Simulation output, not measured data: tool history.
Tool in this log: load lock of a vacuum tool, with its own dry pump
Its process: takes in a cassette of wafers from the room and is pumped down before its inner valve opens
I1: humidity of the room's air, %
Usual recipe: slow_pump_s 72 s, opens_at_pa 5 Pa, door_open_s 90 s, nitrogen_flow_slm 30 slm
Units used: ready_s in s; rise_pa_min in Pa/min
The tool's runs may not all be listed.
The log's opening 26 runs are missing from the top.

-- hour=13607.3 dry pump taken out, an overhauled one fitted
run 27 hour=13908.8 | slow_pump_s=98 opens_at_pa=10 door_open_s=62 nitrogen_flow_slm=29 | I1=46.5 | ready_s=132.2 rise_pa_min=0.017
run 28 hour=14271.2 | slow_pump_s=72 opens_at_pa=5 door_open_s=102 nitrogen_flow_slm=9 | I1=46.5 | ready_s=114.4 rise_pa_min=0.032
-- hour=14894.8 door's seal changed, seat wiped
run 29 hour=14938.1 | slow_pump_s=72 opens_at_pa=5 door_open_s=53 nitrogen_flow_slm=12 | I1=44.1 | ready_s=114.1 rise_pa_min=0.019
run 30 hour=15240.1 | slow_pump_s=72 opens_at_pa=5 door_open_s=203 nitrogen_flow_slm=20 | I1=42.6 | ready_s=114.3 rise_pa_min=0.025
run 31 hour=15849.6 | slow_pump_s=72 opens_at_pa=5 door_open_s=203 nitrogen_flow_slm=20 | I1=42.1 | ready_s=115.2 rise_pa_min=0.021
run 32 hour=16310.3 | slow_pump_s=72 opens_at_pa=5 door_open_s=203 nitrogen_flow_slm=20 | I1=48.7 | ready_s=114 rise_pa_min=0.031
run 33 hour=16638.9 | slow_pump_s=91 opens_at_pa=6 door_open_s=192 nitrogen_flow_slm=4 | I1=44.6 | ready_s=129.2 rise_pa_min=0.053
run 34 hour=17258.9 | slow_pump_s=45 opens_at_pa=7 door_open_s=119 nitrogen_flow_slm=23 | I1=45.7 | ready_s=91.5 rise_pa_min=0.018
run 35 hour=17623.2 | slow_pump_s=136 opens_at_pa=5 door_open_s=63 nitrogen_flow_slm=14 | I1=45.7 | ready_s=167.5 rise_pa_min=0.022
run 36 hour=18254 | slow_pump_s=136 opens_at_pa=5 door_open_s=63 nitrogen_flow_slm=14 | I1=46.1 | ready_s=168.2 rise_pa_min=0.021

Alternative continuations, all from the tool just after run 36; predict every row:
run A hour=18763.9 | slow_pump_s=136 opens_at_pa=5 door_open_s=148 nitrogen_flow_slm=6 | I1=44 | ready_s=? rise_pa_min=?
run B hour=18763.9 | slow_pump_s=86 opens_at_pa=6 door_open_s=63 nitrogen_flow_slm=14 | I1=43 | ready_s=? rise_pa_min=?
run C hour=18763.9 | slow_pump_s=136 opens_at_pa=8 door_open_s=63 nitrogen_flow_slm=14 | I1=43.2 | ready_s=? rise_pa_min=?
run D hour=18763.9 | slow_pump_s=72 opens_at_pa=5 door_open_s=125 nitrogen_flow_slm=5 | I1=45.2 | ready_s=? rise_pa_min=?

run=A ready_s=167.2 rise_pa_min=0.039
run=B ready_s=123.8 rise_pa_min=0.023
run=C ready_s=163.9 rise_pa_min=0.021
run=D ready_s=116.5 rise_pa_min=0.039
With the hidden condition removed and each run's random variation left untouched, the same runs would have given:
run=A ready_s=167.2 rise_pa_min=0.038
run=B ready_s=123.8 rise_pa_min=0.023
run=C ready_s=163.9 rise_pa_min=0.021
run=D ready_s=116.5 rise_pa_min=0.039

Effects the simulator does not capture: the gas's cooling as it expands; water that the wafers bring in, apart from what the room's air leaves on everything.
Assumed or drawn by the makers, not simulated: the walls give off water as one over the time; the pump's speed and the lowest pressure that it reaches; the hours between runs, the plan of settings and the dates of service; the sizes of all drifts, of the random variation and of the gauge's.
